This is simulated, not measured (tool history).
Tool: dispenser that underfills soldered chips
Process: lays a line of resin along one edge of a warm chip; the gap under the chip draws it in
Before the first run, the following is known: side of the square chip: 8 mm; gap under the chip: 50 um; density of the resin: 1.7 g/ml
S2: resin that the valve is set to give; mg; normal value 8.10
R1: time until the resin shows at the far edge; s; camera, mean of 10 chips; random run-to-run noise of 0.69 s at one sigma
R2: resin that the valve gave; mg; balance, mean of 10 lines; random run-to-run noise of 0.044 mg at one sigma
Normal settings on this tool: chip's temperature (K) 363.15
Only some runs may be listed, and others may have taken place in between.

run 1 hour=0.0 | chip's_temperature_(K)=363.15 S2=8.10 | R1=71.6 R2=7.54
-- hour=2.9 new syringe of resin
-- hour=13.7 new syringe of resin
run 2 hour=16.2 | chip's_temperature_(K)=363.15 S2=8.10 | R1=60.3 R2=7.38
-- hour=24.4 new syringe of resin
run 3 hour=27.0 | chip's_temperature_(K)=363.15 S2=8.10 | R1=61.8 R2=7.38
-- hour=35.8 new syringe of resin
-- hour=36.8 dispensing valve cleaned and set on the balance
run 4 hour=42.7 | chip's_temperature_(K)=363.15 S2=8.10 | R1=69.3 R2=8.07
-- hour=47.8 new syringe of resin
run 5 hour=51.0 | chip's_temperature_(K)=363.15 S2=8.10 | R1=62.1 R2=8.02
-- hour=58.0 new syringe of resin
run 6 hour=67.2 | chip's_temperature_(K)=363.15 S2=8.10 | R1=71.8 R2=7.98
-- hour=68.4 new syringe of resin
run 7 hour=74.5 | chip's_temperature_(K)=363.15 S2=8.10 | R1=66.5 R2=7.95
-- hour=79.5 new syringe of resin
run 8 hour=81.4 | chip's_temperature_(K)=363.15 S2=8.10 | R1=60.6 R2=7.90
-- hour=90.3 new syringe of resin
run 9 hour=91.8 | chip's_temperature_(K)=363.15 S2=8.10 | R1=60.2 R2=7.77
-- hour=100.5 new syringe of resin
run 10 hour=104.6 | chip's_temperature_(K)=363.15 S2=8.10 | R1=63.1 R2=7.77
-- hour=111.5 new syringe of resin
run 11 hour=113.1 | chip's_temperature_(K)=363.15 S2=8.10 | R1=59.3 R2=7.77
-- hour=122.0 new syringe of resin
run 12 hour=129.1 | chip's_temperature_(K)=363.15 S2=9.81 | R1=66.3 R2=9.20
-- hour=132.9 new syringe of resin
run 13 hour=137.9 | chip's_temperature_(K)=363.15 S2=10.26 | R1=62.7 R2=9.61
-- hour=143.3 new syringe of resin
run 14 hour=148.9 | chip's_temperature_(K)=363.15 S2=10.26 | R1=64.3 R2=9.59
-- hour=153.9 new syringe of resin
-- hour=164.3 new syringe of resin
run 15 hour=164.3 | chip's_temperature_(K)=363.15 S2=8.10 | R1=55.5 R2=7.41
-- hour=174.9 new syringe of resin
run 16 hour=178.3 | chip's_temperature_(K)=363.15 S2=8.10 | R1=61.5 R2=7.35

Run 17 has not been measured yet. What should we expect?
-- hour=185.4 new syringe of resin
run 17 hour=185.4 | chip's_temperature_(K)=363.15 S2=8.10 | R1=? R2=?

Run 17 measured R1 56.1 s, R2 7.49 mg.
Take away the tool's hidden state, keep the run-to-run variation as it was, and the same run would have given R1 61.8 s, R2 8.22 mg.

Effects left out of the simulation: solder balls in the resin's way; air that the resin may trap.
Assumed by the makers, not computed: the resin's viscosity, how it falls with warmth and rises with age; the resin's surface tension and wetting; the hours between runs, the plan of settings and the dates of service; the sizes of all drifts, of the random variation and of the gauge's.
